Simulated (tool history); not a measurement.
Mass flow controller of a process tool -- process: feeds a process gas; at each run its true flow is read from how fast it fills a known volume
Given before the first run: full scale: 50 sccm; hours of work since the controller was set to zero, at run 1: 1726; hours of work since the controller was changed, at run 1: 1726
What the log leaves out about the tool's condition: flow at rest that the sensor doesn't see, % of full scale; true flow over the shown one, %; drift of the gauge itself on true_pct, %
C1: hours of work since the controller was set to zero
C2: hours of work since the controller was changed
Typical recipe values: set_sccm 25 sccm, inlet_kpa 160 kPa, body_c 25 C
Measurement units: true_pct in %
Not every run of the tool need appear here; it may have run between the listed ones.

{"run": 1, "day": 0.0, "set_sccm": 25, "inlet_kpa": 160, "body_c": 25, "C1": 1726, "C2": 1726, "true_pct": 98.41}
{"run": 2, "day": 5.675, "set_sccm": 6, "inlet_kpa": 160, "body_c": 25, "C1": 1805, "C2": 1805, "true_pct": 97.1}
{"run": 3, "day": 11.792, "set_sccm": 6, "inlet_kpa": 160, "body_c": 25, "C1": 1889, "C2": 1889, "true_pct": 97.08}
{"run": 4, "day": 19.338, "set_sccm": 6, "inlet_kpa": 160, "body_c": 25, "C1": 1993, "C2": 1993, "true_pct": 97.02}
{"run": 5, "day": 26.704, "set_sccm": 6, "inlet_kpa": 160, "body_c": 25, "C1": 2095, "C2": 2095, "true_pct": 97.11}
{"run": 6, "day": 32.596, "set_sccm": 25, "inlet_kpa": 160, "body_c": 25, "C1": 2176, "C2": 2176, "true_pct": 98.02}
{"run": 7, "day": 39.254, "set_sccm": 25, "inlet_kpa": 160, "body_c": 25, "C1": 2267, "C2": 2267, "true_pct": 98.02}
{"run": 8, "day": 46.442, "set_sccm": 25, "inlet_kpa": 160, "body_c": 25, "C1": 2367, "C2": 2367, "true_pct": 97.95}
{"run": 9, "day": 53.112, "set_sccm": 32, "inlet_kpa": 163, "body_c": 30, "C1": 2459, "C2": 2459, "true_pct": 97.97}
{"run": 10, "day": 59.325, "set_sccm": 32, "inlet_kpa": 254, "body_c": 30, "C1": 2544, "C2": 2544, "true_pct": 98.06}
{"run": 11, "day": 64.942, "set_sccm": 32, "inlet_kpa": 254, "body_c": 30, "C1": 2622, "C2": 2622, "true_pct": 98}
{"run": 12, "day": 70.979, "set_sccm": 32, "inlet_kpa": 254, "body_c": 30, "C1": 2705, "C2": 2705, "true_pct": 97.77}
{"run": 13, "day": 79.125, "set_sccm": 25, "inlet_kpa": 190, "body_c": 33, "C1": 2817, "C2": 2817, "true_pct": 97.09}
{"run": 14, "day": 86.258, "set_sccm": 44, "inlet_kpa": 160, "body_c": 25, "C1": 2915, "C2": 2915, "true_pct": 98.56}

Predict each of these 4 candidate next runs independently; none follows another, all start after run 14:
{"run": "A", "day": 95.0, "set_sccm": 44, "inlet_kpa": 175, "body_c": 25, "C1": 3036, "C2": 3036, "true_pct": "?"}
{"run": "B", "day": 95.0, "set_sccm": 44, "inlet_kpa": 143, "body_c": 24, "C1": 3036, "C2": 3036, "true_pct": "?"}
{"run": "C", "day": 95.0, "set_sccm": 7, "inlet_kpa": 250, "body_c": 25, "C1": 3036, "C2": 3036, "true_pct": "?"}
{"run": "D", "day": 95.0, "set_sccm": 22, "inlet_kpa": 160, "body_c": 25, "C1": 3036, "C2": 3036, "true_pct": "?"}

run=A true_pct=98.56
run=B true_pct=98.57
run=C true_pct=96.35
run=D true_pct=97.15
The same runs, with their run-to-run variation unchanged, on a tool lacking any hidden condition would have given:
run=A true_pct=99.59
run=B true_pct=99.6
run=C true_pct=97.35
run=D true_pct=98.16
